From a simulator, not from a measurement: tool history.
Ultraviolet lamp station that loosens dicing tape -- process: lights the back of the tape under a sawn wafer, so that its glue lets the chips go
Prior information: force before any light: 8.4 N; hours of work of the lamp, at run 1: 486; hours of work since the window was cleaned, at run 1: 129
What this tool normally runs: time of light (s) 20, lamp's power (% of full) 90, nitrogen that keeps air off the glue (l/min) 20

run   hour  time of light (s)  lamp's power (% of full)  nitrogen that keeps air off the glue (l/min)  hours of work of the lamp  hours of work since the window was cleaned  force that peels the tape off (N)  light that reached the tape (mJ/cm²)
  1      0                 20                        90                                            20                        486                                         129                              1.201                                   245
  2   12.2                 14                        90                                            20                        496                                         139                              2.101                                   167
  3   23.4                 14                        90                                            20                        504                                         147                              2.155                                   165
  4   41.4                 14                        90                                            20                        518                                         161                              2.154                                   163
  5   56.7                 14                        90                                            20                        530                                         173                               2.17                                   160
  6   69.7                 20                        90                                            20                        540                                         183                              1.309                                   231
  7   82.9                 20                        99                                            20                        551                                         194                               1.13                                   248
  8   95.3                 20                        90                                            20                        560                                         203                               1.34                                   226
  9  117.9                 20                        90                                            20                        578                                         221                               1.42                                   220
 10  142.2                 20                        90                                             7                        597                                         240                              2.549                                   212
 11  158.8                 20                        90                                             7                        610                                         253                               2.56                                   210
 12  177.1                 20                        90                                             7                        624                                         267                              2.724                                   205
 13    189                 20                        90                                            20                        633                                         276                              1.502                                   206
 14  213.8                 20                        90                                            20                        653                                         296                              1.594                                   200
 15  231.1                 20                        62                                            22                        666                                         309                              2.581                                   134
 16    243                 11                        90                                            20                        675                                         318                              3.323                                   110
 17  265.8                 11                        86                                            29                        693                                         336                              3.276                                   103
 18  282.1                 11                        86                                            29                        706                                         349                              3.377                                   101
     287.9  -- window cleaned of glue's vapour
 19  303.9                 39                        90                                            20                        722                                          12                              0.333                                   432
     313.4  -- lamp changed
 20  329.5                 20                        69                                            20                         13                                          32                              1.191                                   245
 21  342.5                 20                        72                                             9                         23                                          42                              1.825                                   252
 22    357                 28                        90                                            20                         34                                          53                              0.316                                   438
 23  372.4                 28                        90                                            20                         46                                          65                               0.33                                   430
 24  388.8                 28                        90                                            20                         59                                          78                              0.341                                   425
 25  401.3                 28                        90                                            40                         68                                          87                              0.231                                   422
 26  422.1                 33                        85                                            35                         85                                         104                              0.194                                   463
 27  440.3                 33                        63                                            22                         99                                         118                              0.548                                   330

Below are 5 alternative next runs, each starting from the tool's condition after run 27. Predict each:
  A  456.3                 27                        74                                            33                        111                                         130                                  ?                                     ?
  B  456.3                 35                        90                                             7                        111                                         130                                  ?                                     ?
  C  456.3                 23                        87                                            31                        111                                         130                                  ?                                     ?
  D  456.3                 33                        70                                            22                        111                                         130                                  ?                                     ?
  E  456.3                 24                        87                                            20                        111                                         130                                  ?                                     ?

run  force that peels the tape off (N)  light that reached the tape (mJ/cm²)
  A                              0.455                                   324
  B                              0.569                                   502
  C                              0.476                                   326
  D                              0.447                                   372
  E                              0.595                                   337
The same runs, with their run-to-run variation unchanged, on a tool lacking any hidden condition would have given:
run  force that peels the tape off (N)  light that reached the tape (mJ/cm²)
  A                              0.342                                   366
  B                              0.427                                   568
  C                              0.358                                   368
  D                              0.335                                   422
  E                               0.45                                   381
